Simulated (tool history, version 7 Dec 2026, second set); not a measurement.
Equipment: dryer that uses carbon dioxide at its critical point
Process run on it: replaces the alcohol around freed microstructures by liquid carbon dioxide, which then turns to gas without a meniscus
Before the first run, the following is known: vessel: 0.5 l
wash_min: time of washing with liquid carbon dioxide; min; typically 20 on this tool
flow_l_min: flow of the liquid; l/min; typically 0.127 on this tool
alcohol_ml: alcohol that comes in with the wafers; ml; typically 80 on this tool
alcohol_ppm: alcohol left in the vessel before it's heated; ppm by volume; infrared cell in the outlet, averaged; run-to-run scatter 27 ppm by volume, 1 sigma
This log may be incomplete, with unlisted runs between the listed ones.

run   hour  wash_min  flow_l_min  alcohol_ml  alcohol_ppm
  1      0        20       0.127          80         2181
  2    8.4        20       0.127          80         2233
  3   13.8        20       0.127          80         2217
  4   19.7        13       0.127          80        10093
  5   28.2        13       0.127          80        10153
  6   36.7        13       0.127          80        10545
  7   44.8        13       0.127          80        10111
  8   49.9        19       0.127          80         2946
  9     57        20       0.126          80         2497
 10   66.4        20       0.126          80         2522
 11   75.9        20       0.127          80         2478
 12   84.8        20       0.127          80         2476
 13   93.2        20       0.127          22          713
 14   98.4        20       0.127          22          723
 15  107.3        20       0.127          80         2530
 16  115.9        20       0.127          80         2649
 17  120.7        20       0.082          20         2869
 18  125.2        21       0.082          42         5210
 19  130.5        21       0.082          42         5294
 20  135.1        21       0.118          42         1598
 21  144.1        21       0.118          42         1577
 22  151.8        20       0.106          80         5448
 23  156.7        13       0.174         114         6021
 24  166.9        20       0.142          80         1805
 25  174.6        22       0.102          80         4500
 26  182.2        16       0.102          86        13063
 27  192.1        16       0.102          86        12871
 28  201.8        20       0.111          80         4838
 29  207.6        20       0.111          80         5021
 30  212.4        28       0.204          39           34

Forecast each of these 3 alternatives for the next run:
  A  222.3        20       0.137          80            ?
  B  222.3        29       0.078          39            ?
  C  222.3        30       0.127          92            ?

run  alcohol_ppm
  A         2245
  B         2313
  C          497
Stripped of hidden state, with their random variation kept, the same runs would have yielded:
run  alcohol_ppm
  A         1240
  B         1419
  C          214
